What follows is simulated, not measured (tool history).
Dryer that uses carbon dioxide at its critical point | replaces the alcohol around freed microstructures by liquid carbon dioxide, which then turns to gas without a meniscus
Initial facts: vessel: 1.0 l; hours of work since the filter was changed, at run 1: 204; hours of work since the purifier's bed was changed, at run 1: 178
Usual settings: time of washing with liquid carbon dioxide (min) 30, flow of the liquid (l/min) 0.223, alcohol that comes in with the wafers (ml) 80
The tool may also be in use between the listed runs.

| run | hour | time of washing with liquid carbon dioxide (min) | flow of the liquid (l/min) | alcohol that comes in with the wafers (ml) | hours of work since the filter was changed | hours of work since the purifier's bed was changed | alcohol left in the vessel before it's heated (ppm by volume) |
|---|---|---|---|---|---|---|---|
| 1 | 0.0 | 30 | 0.223 | 80 | 204 | 178 | 663 |
| 2 | 13.5 | 30 | 0.223 | 80 | 214 | 188 | 692 |
| 3 | 23.5 | 30 | 0.223 | 80 | 222 | 195 | 704 |
| 4 | 30.2 | 30 | 0.223 | 80 | 227 | 200 | 666 |
| 5 | 37.6 | 30 | 0.223 | 80 | 232 | 206 | 682 |
| 6 | 47.3 | 30 | 0.223 | 80 | 239 | 213 | 688 |
| 7 | 54.4 | 30 | 0.223 | 80 | 244 | 218 | 717 |
| 8 | 66.7 | 30 | 0.223 | 80 | 253 | 227 | 729 |
| 9 | 75.5 | 23 | 0.223 | 80 | 260 | 233 | 2128 |
| 10 | 84.2 | 23 | 0.170 | 80 | 266 | 240 | 5283 |
| 11 | 90.9 | 23 | 0.170 | 80 | 271 | 245 | 5408 |
| 12 | 104.0 | 23 | 0.170 | 80 | 280 | 254 | 5479 |
| 13 | 114.9 | 23 | 0.170 | 80 | 288 | 262 | 5372 |
|  | 125.8 | inlet filter changed |
| 14 | 128.4 | 23 | 0.170 | 80 | 2 | 271 | 4033 |
| 15 | 139.5 | 46 | 0.223 | 80 | 10 | 279 | 70 |
| 16 | 152.3 | 46 | 0.223 | 80 | 19 | 289 | 79 |
| 17 | 159.0 | 30 | 0.223 | 80 | 24 | 294 | 489 |
| 18 | 171.9 | 30 | 0.223 | 80 | 34 | 303 | 508 |
| 19 | 183.2 | 30 | 0.223 | 80 | 42 | 311 | 495 |
| 20 | 192.9 | 30 | 0.223 | 80 | 49 | 318 | 519 |
| 21 | 202.9 | 30 | 0.279 | 80 | 56 | 326 | 165 |
| 22 | 215.6 | 30 | 0.279 | 80 | 66 | 335 | 169 |
| 23 | 228.2 | 30 | 0.279 | 80 | 75 | 344 | 177 |
| 24 | 238.4 | 22 | 0.279 | 80 | 82 | 352 | 769 |
| 25 | 250.6 | 24 | 0.279 | 54 | 91 | 360 | 371 |
| 26 | 261.7 | 22 | 0.289 | 48 | 99 | 369 | 427 |
| 27 | 272.0 | 30 | 0.135 | 84 | 107 | 376 | 4417 |
| 28 | 279.6 | 30 | 0.177 | 94 | 112 | 382 | 1925 |
| 29 | 286.3 | 42 | 0.171 | 94 | 117 | 387 | 515 |
| 30 | 299.5 | 36 | 0.170 | 90 | 127 | 396 | 1038 |
| 31 | 311.6 | 36 | 0.166 | 80 | 136 | 405 | 1046 |
| 32 | 319.6 | 30 | 0.193 | 107 | 142 | 411 | 1558 |
| 33 | 329.4 | 25 | 0.149 | 80 | 149 | 418 | 5505 |
| 34 | 339.4 | 31 | 0.223 | 32 | 156 | 425 | 264 |
| 35 | 350.9 | 22 | 0.290 | 32 | 164 | 434 | 332 |
| 36 | 360.2 | 31 | 0.290 | 34 | 171 | 441 | 107 |
| 37 | 367.8 | 31 | 0.290 | 34 | 177 | 446 | 112 |
| 38 | 373.8 | 31 | 0.290 | 34 | 181 | 450 | 113 |
| 39 | 387.0 | 35 | 0.223 | 80 | 191 | 460 | 340 |
| 40 | 396.2 | 30 | 0.206 | 38 | 198 | 467 | 491 |
| 41 | 402.2 | 30 | 0.206 | 38 | 202 | 471 | 507 |
| 42 | 411.5 | 30 | 0.206 | 38 | 209 | 478 | 509 |
| 43 | 417.1 | 31 | 0.192 | 22 | 213 | 482 | 382 |
| 44 | 425.4 | 22 | 0.223 | 28 | 219 | 488 | 858 |
| 45 | 431.2 | 31 | 0.323 | 28 | 223 | 492 | 83 |

Alternative continuations, all from the tool just after run 45; predict every row:
| A | 442.5 | 39 | 0.213 | 20 | 231 | 501 | ? |
| B | 442.5 | 31 | 0.219 | 78 | 231 | 501 | ? |
| C | 442.5 | 30 | 0.223 | 22 | 231 | 501 | ? |
| D | 442.5 | 30 | 0.188 | 26 | 231 | 501 | ? |
| E | 442.5 | 24 | 0.323 | 21 | 231 | 501 | ? |

| run | alcohol left in the vessel before it's heated (ppm by volume) |
|---|---|
| A | 125 |
| B | 673 |
| C | 253 |
| D | 535 |
| E | 145 |
With no hidden state in the tool, these same runs would have given:
| run | alcohol left in the vessel before it's heated (ppm by volume) |
|---|---|
| A | 34 |
| B | 387 |
| C | 118 |
| D | 321 |
| E | 47 |

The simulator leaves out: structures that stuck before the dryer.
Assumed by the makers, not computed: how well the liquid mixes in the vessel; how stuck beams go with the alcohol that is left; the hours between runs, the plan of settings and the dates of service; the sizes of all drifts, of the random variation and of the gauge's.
